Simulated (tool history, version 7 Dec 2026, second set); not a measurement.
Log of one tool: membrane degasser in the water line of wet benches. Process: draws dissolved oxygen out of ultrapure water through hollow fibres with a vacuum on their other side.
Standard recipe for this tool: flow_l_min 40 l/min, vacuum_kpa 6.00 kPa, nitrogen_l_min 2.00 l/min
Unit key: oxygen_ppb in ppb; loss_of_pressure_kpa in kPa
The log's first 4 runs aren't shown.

Run 5, hour 126.9: usual settings but vacuum_kpa 11.56 kPa. Result: oxygen_ppb 359.4 ppb, loss_of_pressure_kpa 34.22 kPa.
Run 6, hour 178.7: usual settings. Result: oxygen_ppb 125.3 ppb, loss_of_pressure_kpa 34.51 kPa.
Run 7, hour 204.0: usual settings but vacuum_kpa 14.50 kPa. Result: oxygen_ppb 484.9 ppb, loss_of_pressure_kpa 34.54 kPa.
Run 8, hour 226.3: usual settings but vacuum_kpa 14.50 kPa. Result: oxygen_ppb 479.7 ppb, loss_of_pressure_kpa 34.21 kPa.
Run 9, hour 272.0: usual settings but nitrogen_l_min 0.83 l/min. Result: oxygen_ppb 258.1 ppb, loss_of_pressure_kpa 34.58 kPa.
Run 10, hour 319.6: usual settings. Result: oxygen_ppb 125.8 ppb, loss_of_pressure_kpa 34.31 kPa.
Run 11, hour 352.7: usual settings. Result: oxygen_ppb 127.3 ppb, loss_of_pressure_kpa 34.43 kPa.
Run 12, hour 387.4: usual settings. Result: oxygen_ppb 128.3 ppb, loss_of_pressure_kpa 34.41 kPa.
Run 13, hour 408.5: usual settings but nitrogen_l_min 3.00 l/min. Result: oxygen_ppb 89.9 ppb, loss_of_pressure_kpa 34.27 kPa.
Run 14, hour 456.9: usual settings but vacuum_kpa 13.16 kPa. Result: oxygen_ppb 424.5 ppb, loss_of_pressure_kpa 34.40 kPa.
Run 15, hour 478.0: usual settings but vacuum_kpa 13.16 kPa. Result: oxygen_ppb 430.7 ppb, loss_of_pressure_kpa 34.34 kPa.
Run 16, hour 503.2: usual settings but flow_l_min 26 l/min. Result: oxygen_ppb 87.0 ppb, loss_of_pressure_kpa 22.44 kPa.
Run 17, hour 543.9: usual settings but flow_l_min 26 l/min. Result: oxygen_ppb 86.7 ppb, loss_of_pressure_kpa 22.34 kPa.
Run 18, hour 571.9: usual settings but flow_l_min 27 l/min, vacuum_kpa 3.76 kPa, nitrogen_l_min 0.88 l/min. Result: oxygen_ppb 40.4 ppb, loss_of_pressure_kpa 23.11 kPa.
Run 19, hour 616.7: usual settings but flow_l_min 41 l/min, vacuum_kpa 3.76 kPa, nitrogen_l_min 4.67 l/min. Result: oxygen_ppb 15.7 ppb, loss_of_pressure_kpa 35.37 kPa.
At hour 621.6: vacuum gauge calibrated.
Run 20, hour 664.8: usual settings but flow_l_min 33 l/min, vacuum_kpa 7.43 kPa, nitrogen_l_min 4.49 l/min. Result: oxygen_ppb 77.0 ppb, loss_of_pressure_kpa 28.53 kPa.
Run 21, hour 703.1: usual settings but flow_l_min 33 l/min, vacuum_kpa 7.43 kPa, nitrogen_l_min 4.49 l/min. Result: oxygen_ppb 76.7 ppb, loss_of_pressure_kpa 28.58 kPa.
Run 22, hour 748.9: usual settings but flow_l_min 33 l/min, vacuum_kpa 7.43 kPa, nitrogen_l_min 4.49 l/min. Result: oxygen_ppb 76.8 ppb, loss_of_pressure_kpa 28.26 kPa.
Run 23, hour 793.8: usual settings but flow_l_min 33 l/min, vacuum_kpa 7.43 kPa, nitrogen_l_min 4.49 l/min. Result: oxygen_ppb 77.7 ppb, loss_of_pressure_kpa 28.47 kPa.
Run 24, hour 827.3: usual settings but flow_l_min 33 l/min, vacuum_kpa 7.43 kPa, nitrogen_l_min 4.49 l/min. Result: oxygen_ppb 78.5 ppb, loss_of_pressure_kpa 28.60 kPa.
Run 25, hour 867.6: usual settings but flow_l_min 33 l/min, vacuum_kpa 4.86 kPa, nitrogen_l_min 4.49 l/min. Result: oxygen_ppb 32.3 ppb, loss_of_pressure_kpa 28.48 kPa.

Run 26 comes next. What will it give?
At hour 877.9: vacuum gauge calibrated, once more.
Run 26, hour 920.1: usual settings but flow_l_min 33 l/min, vacuum_kpa 4.86 kPa, nitrogen_l_min 4.49 l/min. Result: oxygen_ppb ?, loss_of_pressure_kpa ?.

oxygen_ppb: 30.4 ppb
loss_of_pressure_kpa: 28.47 kPa
With no hidden state in the tool, this same run would have given oxygen_ppb 29.9 ppb, loss_of_pressure_kpa 28.08 kPa.
